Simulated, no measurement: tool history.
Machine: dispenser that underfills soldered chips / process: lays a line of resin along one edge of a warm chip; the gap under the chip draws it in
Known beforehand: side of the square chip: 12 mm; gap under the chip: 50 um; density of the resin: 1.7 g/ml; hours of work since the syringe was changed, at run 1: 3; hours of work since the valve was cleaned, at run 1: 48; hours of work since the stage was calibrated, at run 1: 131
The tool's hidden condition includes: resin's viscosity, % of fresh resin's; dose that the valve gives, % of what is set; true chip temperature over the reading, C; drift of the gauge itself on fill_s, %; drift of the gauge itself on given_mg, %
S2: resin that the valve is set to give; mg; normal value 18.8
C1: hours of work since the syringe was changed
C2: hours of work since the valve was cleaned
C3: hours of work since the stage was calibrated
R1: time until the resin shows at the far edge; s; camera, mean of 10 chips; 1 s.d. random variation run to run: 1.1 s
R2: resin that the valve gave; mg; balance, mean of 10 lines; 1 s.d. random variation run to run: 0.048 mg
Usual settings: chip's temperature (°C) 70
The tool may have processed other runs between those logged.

run 1 day=0 | chip's_temperature_(°C)=70 S2=18.8 | C1=3 C2=48 C3=131 | R1=119.2 R2=18.15
-- day=0.238 new syringe of resin
run 2 day=0.438 | chip's_temperature_(°C)=70 S2=18.8 | C1=4 C2=56 C3=139 | R1=121.6 R2=18.16
-- day=0.646 new syringe of resin
-- day=0.967 dispensing valve cleaned and set on the balance
run 3 day=0.967 | chip's_temperature_(°C)=70 S2=18.8 | C1=5 C2=0 C3=148 | R1=126.1 R2=18.76
-- day=1.096 new syringe of resin
-- day=1.479 new syringe of resin
run 4 day=1.567 | chip's_temperature_(°C)=70 S2=18.8 | C1=2 C2=11 C3=159 | R1=109.9 R2=18.73
-- day=1.888 new syringe of resin
run 5 day=2.062 | chip's_temperature_(°C)=70 S2=18.8 | C1=3 C2=20 C3=169 | R1=112.9 R2=18.62
-- day=2.275 new syringe of resin
run 6 day=2.492 | chip's_temperature_(°C)=76 S2=18.8 | C1=4 C2=28 C3=176 | R1=99.9 R2=18.46
-- day=2.662 new syringe of resin
run 7 day=3.012 | chip's_temperature_(°C)=76 S2=18.8 | C1=7 C2=38 C3=186 | R1=113.3 R2=18.3
-- day=3.083 new syringe of resin
-- day=3.467 new syringe of resin
run 8 day=3.467 | chip's_temperature_(°C)=76 S2=18.8 | C1=0 C2=46 C3=194 | R1=85.1 R2=18.19
-- day=3.862 new syringe of resin
run 9 day=3.9 | chip's_temperature_(°C)=76 S2=18.8 | C1=1 C2=54 C3=202 | R1=87.8 R2=18.15
run 10 day=4.204 | chip's_temperature_(°C)=81 S2=18.8 | C1=6 C2=60 C3=208 | R1=95.4 R2=18.11
-- day=4.246 new syringe of resin
-- day=4.579 dispensing valve cleaned and set on the balance
-- day=4.688 new syringe of resin
run 11 day=4.842 | chip's_temperature_(°C)=82 S2=18.8 | C1=3 C2=5 C3=219 | R1=81.2 R2=18.76
-- day=5.096 new syringe of resin
run 12 day=5.35 | chip's_temperature_(°C)=82 S2=18.8 | C1=5 C2=14 C3=228 | R1=86.6 R2=18.65
-- day=5.512 new syringe of resin
run 13 day=5.633 | chip's_temperature_(°C)=82 S2=18.8 | C1=2 C2=19 C3=233 | R1=79.2 R2=18.61
-- day=5.904 new syringe of resin
run 14 day=6.008 | chip's_temperature_(°C)=70 S2=18.8 | C1=2 C2=26 C3=240 | R1=110.3 R2=18.43
-- day=6.288 new syringe of resin
run 15 day=6.633 | chip's_temperature_(°C)=70 S2=18.8 | C1=7 C2=38 C3=252 | R1=135.9 R2=18.34
-- day=6.683 new syringe of resin
-- day=7.071 new syringe of resin
run 16 day=7.071 | chip's_temperature_(°C)=70 S2=18.8 | C1=0 C2=46 C3=260 | R1=100.5 R2=18.26
-- day=7.492 new syringe of resin
run 17 day=7.692 | chip's_temperature_(°C)=67 S2=16.2 | C1=4 C2=57 C3=271 | R1=140.6 R2=15.66
-- day=7.904 new syringe of resin
run 18 day=8.025 | chip's_temperature_(°C)=67 S2=16.2 | C1=2 C2=63 C3=277 | R1=131.5 R2=15.59
-- day=8.175 dispensing valve cleaned and set on the balance
-- day=8.329 new syringe of resin
run 19 day=8.333 | chip's_temperature_(°C)=72 S2=19.1 | C1=0 C2=3 C3=282 | R1=98.6 R2=19.11
-- day=8.758 new syringe of resin
run 20 day=8.775 | chip's_temperature_(°C)=78 S2=19.3 | C1=0 C2=11 C3=290 | R1=80.2 R2=19.12
run 21 day=9.083 | chip's_temperature_(°C)=78 S2=19.3 | C1=6 C2=17 C3=296 | R1=105.5 R2=19.1
-- day=9.154 new syringe of resin
-- day=9.542 new syringe of resin
run 22 day=9.721 | chip's_temperature_(°C)=72 S2=20.2 | C1=3 C2=28 C3=308 | R1=112.1 R2=19.8
-- day=9.921 new syringe of resin
run 23 day=9.983 | chip's_temperature_(°C)=80 S2=18.2 | C1=1 C2=33 C3=313 | R1=80.4 R2=17.74
-- day=10.333 new syringe of resin
run 24 day=10.35 | chip's_temperature_(°C)=70 S2=22.5 | C1=0 C2=40 C3=319 | R1=104 R2=21.86
-- day=10.717 new syringe of resin
run 25 day=10.725 | chip's_temperature_(°C)=74 S2=23.3 | C1=0 C2=47 C3=326 | R1=88.6 R2=22.62
run 26 day=11.008 | chip's_temperature_(°C)=74 S2=23.3 | C1=6 C2=52 C3=331 | R1=114.7 R2=22.5
-- day=11.129 new syringe of resin
run 27 day=11.45 | chip's_temperature_(°C)=83 S2=16.4 | C1=6 C2=60 C3=340 | R1=91.7 R2=15.69
-- day=11.538 new syringe of resin
run 28 day=11.717 | chip's_temperature_(°C)=83 S2=16.4 | C1=3 C2=65 C3=344 | R1=82.1 R2=15.72
-- day=11.804 dispensing valve cleaned and set on the balance
-- day=11.975 new syringe of resin
run 29 day=12.125 | chip's_temperature_(°C)=70 S2=19.2 | C1=3 C2=6 C3=351 | R1=119.3 R2=19.06
-- day=12.362 new syringe of resin
run 30 day=12.588 | chip's_temperature_(°C)=65 S2=18.8 | C1=4 C2=14 C3=360 | R1=147.4 R2=18.53
-- day=12.762 new syringe of resin
run 31 day=13.05 | chip's_temperature_(°C)=65 S2=18.8 | C1=6 C2=23 C3=368 | R1=153.2 R2=18.48

Predict each of these 3 candidate next runs independently; none follows another, all start after run 31:
-- day=13.138 new syringe of resin
-- day=13.521 new syringe of resin
run A day=13.583 | chip's_temperature_(°C)=81 S2=16.5 | C1=1 C2=33 C3=378 | R1=? R2=?
-- day=13.138 new syringe of resin
-- day=13.521 new syringe of resin
run B day=13.583 | chip's_temperature_(°C)=65 S2=16.2 | C1=1 C2=33 C3=378 | R1=? R2=?
-- day=13.138 new syringe of resin
-- day=13.521 new syringe of resin
run C day=13.583 | chip's_temperature_(°C)=65 S2=23.2 | C1=1 C2=33 C3=378 | R1=? R2=?

run=A R1=77.5 R2=16.1
run=B R1=129.8 R2=15.88
run=C R1=124.4 R2=22.65
Without the tool's hidden state the same runs would have given:
run=A R1=73 R2=16.46
run=B R1=122.2 R2=16.23
run=C R1=117.7 R2=23.15
